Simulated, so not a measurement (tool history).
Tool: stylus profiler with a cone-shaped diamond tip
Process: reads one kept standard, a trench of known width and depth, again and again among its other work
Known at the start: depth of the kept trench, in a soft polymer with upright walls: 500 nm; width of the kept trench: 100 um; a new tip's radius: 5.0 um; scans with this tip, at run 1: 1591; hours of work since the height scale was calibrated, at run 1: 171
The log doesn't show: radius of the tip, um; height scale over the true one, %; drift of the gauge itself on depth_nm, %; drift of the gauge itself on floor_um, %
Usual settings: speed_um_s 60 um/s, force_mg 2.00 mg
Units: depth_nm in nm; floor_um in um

run	hour	speed_um_s	force_mg	scans with this tip	hours of work since the height scale was calibrated	depth_nm	floor_um
1	0.0	60	2.00	1591	171	505.23	95.17
2	11.6	60	1.85	1653	178	504.60	95.21
3	23.5	20	1.85	1716	184	504.85	95.26
4	37.9	20	2.54	1793	193	506.32	95.27
5	49.2	20	2.54	1853	199	506.10	95.25
6	66.5	60	2.00	1945	209	505.04	95.09
7	79.2	60	2.00	2013	216	504.95	95.10
8	87.2	60	2.00	2055	221	505.05	95.11
9	96.5	60	2.00	2105	226	505.01	95.07
10	107.3	60	2.00	2162	232	505.18	95.09
11	122.6	60	2.00	2244	241	504.95	95.05
12	130.8	60	2.00	2287	246	505.28	95.03
13	141.1	60	2.00	2342	252	505.05	95.03
14	157.6	25	2.00	2430	261	505.07	95.15
15	175.5	60	3.16	2525	271	507.00	95.04
16	190.8	60	2.00	2607	280	505.03	94.98
17	208.3	60	2.00	2700	290	504.89	94.95
18	220.7	24	2.00	2766	297	505.29	95.01
19	236.8	60	2.00	2852	307	505.20	94.94
20	246.9	60	2.00	2905	312	504.90	94.93
21	263.9	60	2.00	2996	322	505.01	94.91
22	282.9	22	2.00	3097	333	504.81	94.99
23	292.6	60	1.60	3148	338	504.22	94.89
24	310.0	60	1.60	3241	348	504.30	94.94
25	318.3	60	1.60	3286	353	504.18	94.91
26	329.2	60	5.48	3344	359	510.28	94.95
27	343.5	60	4.85	3420	368	509.01	94.91
28	352.4	54	1.65	3467	373	504.10	94.84
29	370.4	86	2.00	3563	383	505.06	94.74
30	382.1	43	1.04	3625	390	502.97	94.83
31	397.4	43	1.04	3707	399	503.03	94.75
32	407.6	109	5.26	3761	404	509.88	94.75
33	417.0	109	5.26	3811	410	509.74	94.76
34	436.3	26	4.19	3913	421	508.27	94.88
35	455.4	33	1.08	4015	432	502.90	94.78
36	467.7	33	1.08	4081	439	503.15	94.81
37	475.7	61	5.67	4123	443	510.16	94.88
38	488.5	22	2.58	4192	451	505.99	94.81
39	504.4	22	2.58	4276	460	505.79	94.81
40	513.6	163	2.00	4325	465	504.59	94.42
41	528.4	100	3.57	4404	473	507.18	94.71
42	536.4	100	3.57	4446	478	507.15	94.67
43	552.8	66	3.34	4534	487	506.78	94.74
44	564.8	97	1.37	4598	494	503.44	94.55
45	575.7	112	4.70	4656	501	508.84	94.64
46	586.7	119	3.61	4714	507	507.31	94.63
47	602.6	25	0.88	4799	516	502.23	94.72

The same runs without the tool's hidden state, with the same run-to-run variation:
run	depth_nm	floor_um
1	505.50	95.48
2	504.88	95.53
3	505.14	95.59
4	506.62	95.62
5	506.41	95.61
6	505.36	95.47
7	505.28	95.49
8	505.39	95.50
9	505.36	95.47
10	505.54	95.50
11	505.33	95.47
12	505.66	95.46
13	505.44	95.47
14	505.47	95.61
15	507.42	95.51
16	505.46	95.46
17	505.34	95.45
18	505.75	95.53
19	505.68	95.47
20	505.38	95.47
21	505.51	95.46
22	505.32	95.55
23	504.74	95.47
24	504.84	95.53
25	504.73	95.50
26	510.84	95.55
27	509.58	95.52
28	504.68	95.47
29	505.66	95.37
30	503.57	95.48
31	503.64	95.41
32	510.51	95.42
33	510.38	95.44
34	508.92	95.58
35	503.57	95.49
36	503.83	95.53
37	510.85	95.60
38	506.69	95.54
39	506.50	95.56
40	505.31	95.18
41	507.92	95.48
42	507.89	95.44
43	507.54	95.53
44	504.20	95.35
45	509.63	95.45
46	508.11	95.45
47	503.02	95.55
